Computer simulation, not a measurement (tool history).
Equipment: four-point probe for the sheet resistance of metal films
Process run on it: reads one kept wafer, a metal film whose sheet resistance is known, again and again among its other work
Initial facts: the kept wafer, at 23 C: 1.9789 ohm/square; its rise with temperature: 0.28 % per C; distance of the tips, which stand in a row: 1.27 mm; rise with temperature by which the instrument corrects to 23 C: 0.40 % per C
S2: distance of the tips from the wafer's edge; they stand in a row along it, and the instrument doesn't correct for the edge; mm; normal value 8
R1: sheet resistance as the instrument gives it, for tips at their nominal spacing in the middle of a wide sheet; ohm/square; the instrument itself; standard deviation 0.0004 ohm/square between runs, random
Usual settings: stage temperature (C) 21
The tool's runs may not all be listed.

run 1 hour=0 | stage_temperature_(C)=21 S2=8 | R1=2.03891
run 2 hour=67.8 | stage_temperature_(C)=21 S2=8 | R1=2.040258
run 3 hour=160.1 | stage_temperature_(C)=21 S2=8 | R1=2.040664
-- hour=199.2 new probe head fitted
run 4 hour=238.2 | stage_temperature_(C)=21 S2=8 | R1=2.023944
run 5 hour=334.4 | stage_temperature_(C)=23 S2=8 | R1=2.020048
run 6 hour=411.1 | stage_temperature_(C)=23 S2=8 | R1=2.020421
run 7 hour=528.4 | stage_temperature_(C)=23 S2=8 | R1=2.022999
run 8 hour=594.7 | stage_temperature_(C)=21 S2=8 | R1=2.028256
run 9 hour=673.1 | stage_temperature_(C)=30 S2=8 | R1=2.006282
run 10 hour=787.8 | stage_temperature_(C)=21 S2=8 | R1=2.029455
run 11 hour=853.1 | stage_temperature_(C)=21 S2=8 | R1=2.030506
run 12 hour=927.8 | stage_temperature_(C)=21 S2=8 | R1=2.030467
run 13 hour=1005.1 | stage_temperature_(C)=21 S2=5 | R1=2.071563
run 14 hour=1079.7 | stage_temperature_(C)=21 S2=43 | R1=2.005871
run 15 hour=1172.3 | stage_temperature_(C)=21 S2=6 | R1=2.054101
run 16 hour=1280.8 | stage_temperature_(C)=21 S2=8 | R1=2.034233
run 17 hour=1360.1 | stage_temperature_(C)=21 S2=8 | R1=2.034547
run 18 hour=1429.7 | stage_temperature_(C)=21 S2=8 | R1=2.036012
run 19 hour=1534.8 | stage_temperature_(C)=21 S2=15 | R1=2.017311
run 20 hour=1618.7 | stage_temperature_(C)=21 S2=15 | R1=2.018801
run 21 hour=1731.2 | stage_temperature_(C)=21 S2=8 | R1=2.038888
run 22 hour=1796.4 | stage_temperature_(C)=21 S2=8 | R1=2.0396
run 23 hour=1851.7 | stage_temperature_(C)=21 S2=8 | R1=2.039878
run 24 hour=1945.1 | stage_temperature_(C)=21 S2=8 | R1=2.040499
run 25 hour=2032 | stage_temperature_(C)=21 S2=8 | R1=2.041105
-- hour=2041.9 stage's thermometer calibrated
run 26 hour=2128 | stage_temperature_(C)=20 S2=74 | R1=2.019567
run 27 hour=2182 | stage_temperature_(C)=31 S2=4 | R1=2.094947
run 28 hour=2256.9 | stage_temperature_(C)=27 S2=18 | R1=2.008333
run 29 hour=2370.7 | stage_temperature_(C)=25 S2=6 | R1=2.05615
run 30 hour=2423.7 | stage_temperature_(C)=25 S2=6 | R1=2.057635
run 31 hour=2537.1 | stage_temperature_(C)=25 S2=17 | R1=2.016949
-- hour=2578.7 stage's thermometer calibrated, once more
run 32 hour=2599.7 | stage_temperature_(C)=23 S2=24 | R1=2.015804
-- hour=2610.8 new probe head fitted
run 33 hour=2709 | stage_temperature_(C)=24 S2=66 | R1=1.972707
run 34 hour=2780.8 | stage_temperature_(C)=30 S2=61 | R1=1.959632
run 35 hour=2880 | stage_temperature_(C)=30 S2=61 | R1=1.960267
run 36 hour=2992.7 | stage_temperature_(C)=30 S2=26 | R1=1.963505
run 37 hour=3074.7 | stage_temperature_(C)=21 S2=3 | R1=2.156324
run 38 hour=3137.1 | stage_temperature_(C)=21 S2=3 | R1=2.156581
run 39 hour=3199.1 | stage_temperature_(C)=19 S2=15 | R1=1.996828
run 40 hour=3318.8 | stage_temperature_(C)=29 S2=8 | R1=1.992384
run 41 hour=3411.7 | stage_temperature_(C)=29 S2=8 | R1=1.99309
run 42 hour=3472.6 | stage_temperature_(C)=29 S2=8 | R1=1.994299
run 43 hour=3575.6 | stage_temperature_(C)=29 S2=8 | R1=1.994535
run 44 hour=3669.8 | stage_temperature_(C)=22 S2=66 | R1=1.986816

Pick out some run-to-run changes in R1. Of each, how much would a tool without hidden state show as well, from the settings, what came in and chance, and how much is left for the hidden state and any gauge scatter not in both results compared?
Unlogged tool condition in this case: inner tips' distance over the nominal, %; tips' flats over new ones', %; wafer's true temperature over the reading, C; drift of the gauge itself on sheet_ohm, %.
Run 3 -> 4: new probe head fitted. R1 -0.01672 ohm/square: hidden state -0.016114, all else -0.000606.
Run 27 -> 28: stage temperature (C) 31 -> 27, S2 4 -> 18. R1 -0.086614 ohm/square: hidden state -0.000598, all else -0.086016.
Run 31 -> 32: stage temperature (C) 25 -> 23, S2 17 -> 24, stage's thermometer calibrated, once more. R1 -0.001145 ohm/square: hidden state -0.002977, all else +0.001832.
Run 32 -> 33: stage temperature (C) 23 -> 24, S2 24 -> 66, new probe head fitted. R1 -0.043097 ohm/square: hidden state -0.037907, all else -0.00519.
Run 36 -> 37: stage temperature (C) 30 -> 21, S2 26 -> 3. R1 +0.192819 ohm/square: hidden state +0.000715, all else +0.192104.
Run 38 -> 39: stage temperature (C) 21 -> 19, S2 3 -> 15. R1 -0.159753 ohm/square: hidden state +0.000649, all else -0.160402.
